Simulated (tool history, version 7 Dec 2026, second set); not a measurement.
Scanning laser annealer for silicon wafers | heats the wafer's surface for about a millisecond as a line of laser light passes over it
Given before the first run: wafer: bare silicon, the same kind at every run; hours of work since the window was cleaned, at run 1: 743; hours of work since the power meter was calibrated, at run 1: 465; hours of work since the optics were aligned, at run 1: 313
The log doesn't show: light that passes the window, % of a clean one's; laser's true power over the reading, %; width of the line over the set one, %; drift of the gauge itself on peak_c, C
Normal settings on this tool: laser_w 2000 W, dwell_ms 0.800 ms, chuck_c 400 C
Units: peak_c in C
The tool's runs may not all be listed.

run	hour	laser_w	dwell_ms	chuck_c	hours of work since the window was cleaned	hours of work since the power meter was calibrated	hours of work since the optics were aligned	peak_c
1	0.0	2000	0.800	400	743	465	313	1215
2	17.4	2000	0.800	400	755	477	326	1217
3	43.4	2000	0.800	400	773	496	344	1216
4	60.2	2000	0.800	400	785	508	356	1211
5	78.2	2000	0.800	400	798	520	369	1214
6	90.6	2000	0.800	400	807	529	378	1216
7	114.0	2000	0.800	400	823	546	394	1217
8	126.0	2000	0.800	400	832	554	403	1216
9	140.1	2000	0.800	401	842	564	413	1216
10	160.0	2000	0.954	400	856	578	427	1294
11	172.6	2000	0.800	400	865	587	436	1214
12	194.7	2000	0.800	400	881	603	451	1218
13	216.7	2000	0.800	400	896	619	467	1216
14	236.9	2000	0.800	400	911	633	481	1212
# hour 248.5: window over the wafer cleaned
15	260.4	2000	0.800	422	8	648	497	1236
16	275.5	1723	0.800	398	19	659	507	1091
17	289.5	1867	0.727	431	29	669	517	1154
18	303.8	1972	0.723	409	39	679	527	1169
19	329.5	1972	0.959	386	57	697	546	1268
20	349.4	2043	0.589	407	72	711	560	1118
21	365.9	2043	0.589	407	83	723	571	1119
22	383.3	2000	0.731	407	96	735	584	1182
23	397.0	1740	0.803	425	105	745	593	1130
24	421.3	1740	0.803	393	122	762	611	1102
25	440.5	1740	0.803	393	136	776	624	1099
26	451.9	1725	0.800	389	144	784	632	1087
27	472.7	2000	0.826	400	159	799	647	1230
28	498.9	1981	0.641	410	177	817	666	1128
29	525.2	2000	0.824	400	196	836	684	1229
30	551.7	1999	0.824	434	215	855	703	1264

Alternative continuations, all from the tool just after run 30; predict every row:
A	563.8	1951	0.978	363	223	863	712	?
B	563.8	2000	0.800	433	223	863	712	?
C	563.8	1987	0.835	400	223	863	712	?

run	peak_c
A	1252
B	1249
C	1229
Had the tool no hidden state, the same runs would have come out as:
run	peak_c
A	1252
B	1250
C	1229

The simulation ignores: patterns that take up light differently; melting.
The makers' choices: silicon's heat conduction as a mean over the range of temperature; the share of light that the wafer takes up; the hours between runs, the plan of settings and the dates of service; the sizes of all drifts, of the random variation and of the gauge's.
